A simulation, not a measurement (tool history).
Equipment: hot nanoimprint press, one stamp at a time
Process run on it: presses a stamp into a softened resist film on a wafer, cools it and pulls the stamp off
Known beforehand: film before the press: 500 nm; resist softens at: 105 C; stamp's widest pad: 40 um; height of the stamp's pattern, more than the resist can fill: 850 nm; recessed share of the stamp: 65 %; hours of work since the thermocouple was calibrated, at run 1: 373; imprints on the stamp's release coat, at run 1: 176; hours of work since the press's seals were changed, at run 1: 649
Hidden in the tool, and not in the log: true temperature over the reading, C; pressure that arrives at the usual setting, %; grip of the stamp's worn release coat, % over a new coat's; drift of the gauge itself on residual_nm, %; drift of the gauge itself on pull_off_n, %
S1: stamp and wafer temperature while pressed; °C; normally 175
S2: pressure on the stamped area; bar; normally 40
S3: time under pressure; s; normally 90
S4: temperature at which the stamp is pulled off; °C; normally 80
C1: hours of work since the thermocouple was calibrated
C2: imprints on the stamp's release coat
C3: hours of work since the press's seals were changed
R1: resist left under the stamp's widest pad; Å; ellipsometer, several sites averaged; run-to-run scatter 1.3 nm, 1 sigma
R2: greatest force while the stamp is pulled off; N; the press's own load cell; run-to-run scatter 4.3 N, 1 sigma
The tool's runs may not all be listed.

run,hour,S1,S2,S3,S4,C1,C2,C3,R1,R2
1,0,175,40,90,80,373,176,649,2076,218
2,25.7,175,40,90,80,391,293,666,2084,242
3,43.6,175,40,90,80,403,374,679,2064,245
4,58.8,175,40,90,80,414,443,689,2112,246
5,70.9,175,40,90,80,422,498,698,2087,258
6,94.9,176,40,90,80,438,607,714,1996,267
# hour 99.2: plate thermocouple calibrated
7,111,171,40,90,80,8,667,723,2573,268
8,127.5,171,40,90,80,20,742,735,2566,275
# hour 153.9: plate thermocouple calibrated, once more
9,157.3,171,40,90,80,2,864,753,2431,271
10,174.4,171,40,84,80,14,942,765,2504,287
11,195.6,171,40,84,80,29,1038,779,2489,289
12,221.9,181,46.1,84,80,47,1157,798,1403,308
13,247.6,185,34.5,90,80,65,1274,815,1326,318
14,267.7,175,55.4,165,86,79,1366,829,1351,271
15,290.1,169,40,83,78,94,1468,845,2783,356
16,303.5,169,40,83,78,103,1529,854,2792,364
17,314.7,182,29.4,90,80,111,1579,862,1688,352
# hour 343.1: press's hydraulic seals changed and the load cell set to zero
18,348.6,182,24.7,90,80,129,1698,4,1807,353
19,361.6,175,43.6,90,84,138,1757,13,1886,328
20,379.6,174,40,87,80,150,1839,25,2099,369
21,399.3,174,40,87,80,164,1928,39,2105,386

5 options for the next run, each taken on its own from the tool as it stands now. Forecast them:
A,416.6,174,24.6,87,82,176,2007,51,?,?
B,416.6,164,40,90,80,176,2007,51,?,?
C,416.6,174,48.1,87,80,176,2007,51,?,?
D,416.6,180,43.5,90,80,176,2007,51,?,?
E,416.6,175,40,90,80,176,2007,51,?,?

run,R1,R2
A,2686,368
B,3346,398
C,1882,371
D,1451,371
E,1987,387
What these runs would have given with no unlogged condition in the tool:
run,R1,R2
A,2659,197
B,3313,214
C,1859,199
D,1434,199
E,1963,208

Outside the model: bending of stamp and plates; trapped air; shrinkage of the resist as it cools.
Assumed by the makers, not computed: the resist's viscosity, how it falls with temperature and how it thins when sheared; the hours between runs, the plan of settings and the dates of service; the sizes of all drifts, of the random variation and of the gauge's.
